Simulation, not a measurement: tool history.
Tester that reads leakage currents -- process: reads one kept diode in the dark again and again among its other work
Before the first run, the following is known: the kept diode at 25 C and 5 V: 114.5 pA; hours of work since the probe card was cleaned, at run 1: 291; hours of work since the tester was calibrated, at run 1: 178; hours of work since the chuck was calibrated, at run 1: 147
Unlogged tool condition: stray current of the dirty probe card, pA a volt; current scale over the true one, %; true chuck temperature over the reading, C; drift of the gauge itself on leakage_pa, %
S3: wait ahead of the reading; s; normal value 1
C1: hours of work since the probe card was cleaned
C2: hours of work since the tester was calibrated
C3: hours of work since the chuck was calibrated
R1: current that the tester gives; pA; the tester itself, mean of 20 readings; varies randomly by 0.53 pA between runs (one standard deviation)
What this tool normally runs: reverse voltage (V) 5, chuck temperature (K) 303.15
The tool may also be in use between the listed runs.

run 1 hour=0 | reverse_voltage_(V)=5 chuck_temperature_(K)=303.15 S3=1 | C1=291 C2=178 C3=147 | R1=181.27
run 2 hour=24.6 | reverse_voltage_(V)=3.16 chuck_temperature_(K)=303.15 S3=1 | C1=303 C2=190 C3=159 | R1=147.36
run 3 hour=63.2 | reverse_voltage_(V)=3.16 chuck_temperature_(K)=303.15 S3=1 | C1=322 C2=209 C3=178 | R1=147.62
run 4 hour=111.4 | reverse_voltage_(V)=3.16 chuck_temperature_(K)=303.15 S3=1 | C1=345 C2=233 C3=202 | R1=148.61
run 5 hour=165.2 | reverse_voltage_(V)=5 chuck_temperature_(K)=303.15 S3=1.59 | C1=371 C2=259 C3=228 | R1=182.14
run 6 hour=203 | reverse_voltage_(V)=2.62 chuck_temperature_(K)=303.15 S3=1 | C1=390 C2=277 C3=246 | R1=138.67
run 7 hour=258.8 | reverse_voltage_(V)=2.62 chuck_temperature_(K)=303.15 S3=1 | C1=417 C2=305 C3=273 | R1=138.53
run 8 hour=301.5 | reverse_voltage_(V)=5 chuck_temperature_(K)=304.15 S3=1 | C1=438 C2=325 C3=294 | R1=200.07
run 9 hour=349.7 | reverse_voltage_(V)=5 chuck_temperature_(K)=303.15 S3=1 | C1=461 C2=349 C3=318 | R1=184.06
run 10 hour=391.9 | reverse_voltage_(V)=5 chuck_temperature_(K)=303.15 S3=1 | C1=482 C2=369 C3=338 | R1=185.93
run 11 hour=432.7 | reverse_voltage_(V)=5 chuck_temperature_(K)=303.15 S3=1 | C1=502 C2=389 C3=358 | R1=186.71
run 12 hour=472.5 | reverse_voltage_(V)=5 chuck_temperature_(K)=303.15 S3=0.78 | C1=521 C2=409 C3=378 | R1=186.8
run 13 hour=496.6 | reverse_voltage_(V)=5 chuck_temperature_(K)=306.15 S3=1 | C1=533 C2=420 C3=389 | R1=236.82
run 14 hour=554 | reverse_voltage_(V)=5 chuck_temperature_(K)=306.15 S3=1 | C1=561 C2=448 C3=417 | R1=238.8
run 15 hour=583.9 | reverse_voltage_(V)=5 chuck_temperature_(K)=306.15 S3=1 | C1=576 C2=463 C3=432 | R1=238.64
-- hour=589.7 chuck's temperature calibrated
run 16 hour=617.8 | reverse_voltage_(V)=5 chuck_temperature_(K)=303.15 S3=1.31 | C1=591 C2=479 C3=14 | R1=189.83
run 17 hour=641.7 | reverse_voltage_(V)=5 chuck_temperature_(K)=303.15 S3=1.31 | C1=603 C2=490 C3=25 | R1=189.57
run 18 hour=691.5 | reverse_voltage_(V)=5 chuck_temperature_(K)=303.15 S3=1 | C1=627 C2=514 C3=50 | R1=190.98
run 19 hour=717.6 | reverse_voltage_(V)=5 chuck_temperature_(K)=303.15 S3=1 | C1=640 C2=527 C3=62 | R1=191.34
run 20 hour=768.2 | reverse_voltage_(V)=5 chuck_temperature_(K)=303.15 S3=2.99 | C1=664 C2=552 C3=87 | R1=190.51
run 21 hour=797.7 | reverse_voltage_(V)=5 chuck_temperature_(K)=303.15 S3=2.99 | C1=679 C2=566 C3=101 | R1=191.48
run 22 hour=840 | reverse_voltage_(V)=10.25 chuck_temperature_(K)=300.15 S3=1 | C1=699 C2=587 C3=122 | R1=212.64
-- hour=858.3 chuck's temperature calibrated, once more
run 23 hour=885 | reverse_voltage_(V)=15.19 chuck_temperature_(K)=316.15 S3=1 | C1=720 C2=608 C3=13 | R1=818.5
run 24 hour=925.1 | reverse_voltage_(V)=1.58 chuck_temperature_(K)=303.15 S3=0.34 | C1=740 C2=627 C3=33 | R1=111.85
run 25 hour=970.5 | reverse_voltage_(V)=1.58 chuck_temperature_(K)=303.15 S3=0.34 | C1=762 C2=649 C3=55 | R1=111.94
run 26 hour=1021.9 | reverse_voltage_(V)=1.02 chuck_temperature_(K)=300.15 S3=1 | C1=787 C2=674 C3=80 | R1=72.66
run 27 hour=1053.4 | reverse_voltage_(V)=2.12 chuck_temperature_(K)=295.15 S3=0.33 | C1=802 C2=690 C3=95 | R1=67.47
run 28 hour=1081.6 | reverse_voltage_(V)=19.35 chuck_temperature_(K)=303.15 S3=1.28 | C1=816 C2=704 C3=109 | R1=354.55
run 29 hour=1137.1 | reverse_voltage_(V)=19.35 chuck_temperature_(K)=303.15 S3=1.28 | C1=843 C2=731 C3=136 | R1=355.09
run 30 hour=1164.7 | reverse_voltage_(V)=7.17 chuck_temperature_(K)=326.15 S3=7.82 | C1=857 C2=744 C3=149 | R1=1234.48
run 31 hour=1205.5 | reverse_voltage_(V)=7.17 chuck_temperature_(K)=326.15 S3=7.82 | C1=876 C2=764 C3=169 | R1=1232.74
run 32 hour=1249.5 | reverse_voltage_(V)=5.66 chuck_temperature_(K)=319.15 S3=0.43 | C1=898 C2=785 C3=191 | R1=675.26
run 33 hour=1291.8 | reverse_voltage_(V)=14.32 chuck_temperature_(K)=299.15 S3=7.5 | C1=919 C2=806 C3=211 | R1=229.94
run 34 hour=1324.1 | reverse_voltage_(V)=1.71 chuck_temperature_(K)=330.15 S3=7.5 | C1=934 C2=822 C3=227 | R1=884.13
run 35 hour=1357 | reverse_voltage_(V)=1.54 chuck_temperature_(K)=303.15 S3=3.66 | C1=950 C2=838 C3=243 | R1=112.42
run 36 hour=1399.1 | reverse_voltage_(V)=1.54 chuck_temperature_(K)=303.15 S3=3.66 | C1=971 C2=858 C3=264 | R1=113.03
run 37 hour=1422.5 | reverse_voltage_(V)=1.54 chuck_temperature_(K)=303.15 S3=3.66 | C1=982 C2=870 C3=275 | R1=113.22
run 38 hour=1472 | reverse_voltage_(V)=1.54 chuck_temperature_(K)=303.15 S3=3.66 | C1=1006 C2=894 C3=299 | R1=114.11
run 39 hour=1514 | reverse_voltage_(V)=3.19 chuck_temperature_(K)=333.15 S3=1 | C1=1027 C2=914 C3=320 | R1=1432.83
run 40 hour=1569.4 | reverse_voltage_(V)=3.19 chuck_temperature_(K)=333.15 S3=1 | C1=1054 C2=941 C3=347 | R1=1430.47

Forecast each of these 4 alternatives for the next run:
run A hour=1600.7 | reverse_voltage_(V)=1.81 chuck_temperature_(K)=303.15 S3=1 | C1=1069 C2=957 C3=362 | R1=?
run B hour=1600.7 | reverse_voltage_(V)=9.62 chuck_temperature_(K)=303.15 S3=1 | C1=1069 C2=957 C3=362 | R1=?
run C hour=1600.7 | reverse_voltage_(V)=1.24 chuck_temperature_(K)=333.15 S3=1 | C1=1069 C2=957 C3=362 | R1=?
run D hour=1600.7 | reverse_voltage_(V)=1.15 chuck_temperature_(K)=303.15 S3=1 | C1=1069 C2=957 C3=362 | R1=?

run=A R1=123.38
run=B R1=265.14
run=C R1=955.09
run=D R1=100.84
What these runs would have given with no unlogged condition in the tool:
run=A R1=113.61
run=B R1=231.91
run=C R1=915.02
run=D R1=93.55

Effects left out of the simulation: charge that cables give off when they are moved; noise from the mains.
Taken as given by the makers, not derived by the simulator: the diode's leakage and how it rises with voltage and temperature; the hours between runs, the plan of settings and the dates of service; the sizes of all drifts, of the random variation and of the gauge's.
